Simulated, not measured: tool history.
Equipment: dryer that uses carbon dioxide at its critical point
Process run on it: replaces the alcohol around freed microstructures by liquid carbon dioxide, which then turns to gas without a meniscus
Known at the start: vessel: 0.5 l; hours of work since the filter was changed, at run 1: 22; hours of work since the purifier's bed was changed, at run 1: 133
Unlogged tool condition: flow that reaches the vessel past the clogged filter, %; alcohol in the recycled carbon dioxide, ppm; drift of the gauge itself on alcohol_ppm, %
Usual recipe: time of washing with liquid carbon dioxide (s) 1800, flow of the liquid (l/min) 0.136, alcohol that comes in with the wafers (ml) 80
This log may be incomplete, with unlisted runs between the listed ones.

run,hour,time of washing with liquid carbon dioxide (s),flow of the liquid (l/min),alcohol that comes in with the wafers (ml),hours of work since the filter was changed,hours of work since the purifier's bed was changed,alcohol left in the vessel before it's heated (ppm by volume)
1,0,1800,0.136,80,22,133,271
2,10.2,1800,0.136,80,28,139,285
3,22.2,1800,0.136,80,35,146,282
4,30.2,1980,0.136,80,40,151,180
5,38.7,1980,0.136,80,45,156,175
6,49.4,1980,0.136,24,51,163,73
7,56.7,1980,0.136,24,56,167,74
8,72.1,1980,0.136,24,65,176,80
9,82.4,1980,0.136,24,71,182,81
10,89.5,1800,0.136,80,75,186,331
11,98,1800,0.136,80,80,192,346
12,113.2,1800,0.136,80,89,201,336
13,128.5,2760,0.136,80,98,210,57
14,142.6,2760,0.136,80,107,218,46
15,157.9,1800,0.172,80,116,227,95
16,168.1,1560,0.136,51,122,233,526
17,180.5,2280,0.102,87,129,241,598
18,191.4,2700,0.102,22,136,247,100
19,207.4,2700,0.102,22,145,257,98
20,214.7,2760,0.102,72,149,261,198
21,228.6,2520,0.106,61,158,269,236
22,242.4,2520,0.106,61,166,277,221
23,257.7,2220,0.092,61,175,287,952
24,264.5,1740,0.092,61,179,291,2605
25,279.6,1740,0.092,61,188,300,2676
26,291.2,1740,0.092,61,195,307,2758
27,303,1740,0.092,61,202,314,2710

Forecast each of these 5 alternatives for the next run:
A,318,1860,0.121,80,211,322,?
B,318,1800,0.105,80,211,322,?
C,318,1740,0.224,48,211,322,?
D,318,1140,0.123,64,211,322,?
E,318,1380,0.175,35,211,322,?

run,alcohol left in the vessel before it's heated (ppm by volume)
A,754
B,1788
C,70
D,4433
E,255
Without the tool's hidden state the same runs would have given:
run,alcohol left in the vessel before it's heated (ppm by volume)
A,409
B,1098
C,7
D,3117
E,111
